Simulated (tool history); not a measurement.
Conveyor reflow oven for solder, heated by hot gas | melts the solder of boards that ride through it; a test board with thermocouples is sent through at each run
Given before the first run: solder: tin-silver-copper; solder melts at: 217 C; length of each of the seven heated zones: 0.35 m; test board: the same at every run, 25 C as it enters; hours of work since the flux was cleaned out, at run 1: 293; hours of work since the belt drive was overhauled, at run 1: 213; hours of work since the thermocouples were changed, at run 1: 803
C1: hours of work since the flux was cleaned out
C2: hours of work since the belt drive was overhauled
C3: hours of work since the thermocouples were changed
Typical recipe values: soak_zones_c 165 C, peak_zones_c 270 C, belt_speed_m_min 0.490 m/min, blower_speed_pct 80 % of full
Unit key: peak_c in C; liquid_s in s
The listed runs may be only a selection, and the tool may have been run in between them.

run 1 hour=0.0 | soak_zones_c=165 peak_zones_c=270 belt_speed_m_min=0.490 blower_speed_pct=80 | C1=293 C2=213 C3=803 | peak_c=254.1 liquid_s=62.5
run 2 hour=44.3 | soak_zones_c=165 peak_zones_c=270 belt_speed_m_min=0.490 blower_speed_pct=80 | C1=313 C2=233 C3=823 | peak_c=253.8 liquid_s=63.3
run 3 hour=81.8 | soak_zones_c=165 peak_zones_c=271 belt_speed_m_min=0.490 blower_speed_pct=80 | C1=330 C2=250 C3=840 | peak_c=254.3 liquid_s=63.6
run 4 hour=102.2 | soak_zones_c=165 peak_zones_c=271 belt_speed_m_min=0.490 blower_speed_pct=80 | C1=339 C2=259 C3=849 | peak_c=254.3 liquid_s=63.7
run 5 hour=142.1 | soak_zones_c=165 peak_zones_c=271 belt_speed_m_min=0.490 blower_speed_pct=80 | C1=357 C2=277 C3=867 | peak_c=254.4 liquid_s=63.4
run 6 hour=182.1 | soak_zones_c=165 peak_zones_c=283 belt_speed_m_min=0.490 blower_speed_pct=80 | C1=375 C2=295 C3=885 | peak_c=264.7 liquid_s=70.5
run 7 hour=224.7 | soak_zones_c=165 peak_zones_c=283 belt_speed_m_min=0.490 blower_speed_pct=80 | C1=394 C2=314 C3=904 | peak_c=264.9 liquid_s=70.1
run 8 hour=255.0 | soak_zones_c=165 peak_zones_c=283 belt_speed_m_min=0.490 blower_speed_pct=80 | C1=408 C2=328 C3=918 | peak_c=264.3 liquid_s=69.8
-- hour=301.7 flux residue cleaned out of gas plates and filters
run 9 hour=301.7 | soak_zones_c=165 peak_zones_c=270 belt_speed_m_min=0.490 blower_speed_pct=80 | C1=0 C2=346 C3=937 | peak_c=254.3 liquid_s=64.1
run 10 hour=325.2 | soak_zones_c=165 peak_zones_c=270 belt_speed_m_min=0.490 blower_speed_pct=80 | C1=11 C2=357 C3=947 | peak_c=254.2 liquid_s=63.8
run 11 hour=369.0 | soak_zones_c=165 peak_zones_c=270 belt_speed_m_min=0.490 blower_speed_pct=80 | C1=30 C2=377 C3=967 | peak_c=253.8 liquid_s=64.1
run 12 hour=406.2 | soak_zones_c=165 peak_zones_c=270 belt_speed_m_min=0.490 blower_speed_pct=80 | C1=47 C2=393 C3=984 | peak_c=254.1 liquid_s=63.9
run 13 hour=428.2 | soak_zones_c=165 peak_zones_c=272 belt_speed_m_min=0.490 blower_speed_pct=80 | C1=57 C2=403 C3=993 | peak_c=255.7 liquid_s=64.9
run 14 hour=464.3 | soak_zones_c=165 peak_zones_c=270 belt_speed_m_min=0.494 blower_speed_pct=80 | C1=73 C2=419 C3=1010 | peak_c=253.3 liquid_s=63.2
run 15 hour=486.5 | soak_zones_c=165 peak_zones_c=270 belt_speed_m_min=0.490 blower_speed_pct=80 | C1=83 C2=429 C3=1020 | peak_c=254.1 liquid_s=63.7

Forecast run 16:
run 16 hour=509.7 | soak_zones_c=165 peak_zones_c=270 belt_speed_m_min=0.583 blower_speed_pct=80 | C1=94 C2=440 C3=1030 | peak_c=? liquid_s=?

Run 16 measured peak_c 248.4 C, liquid_s 48.2 s.
The same run, on a tool lacking any hidden state, would have yielded peak_c 250.6 C, liquid_s 49.4 s.
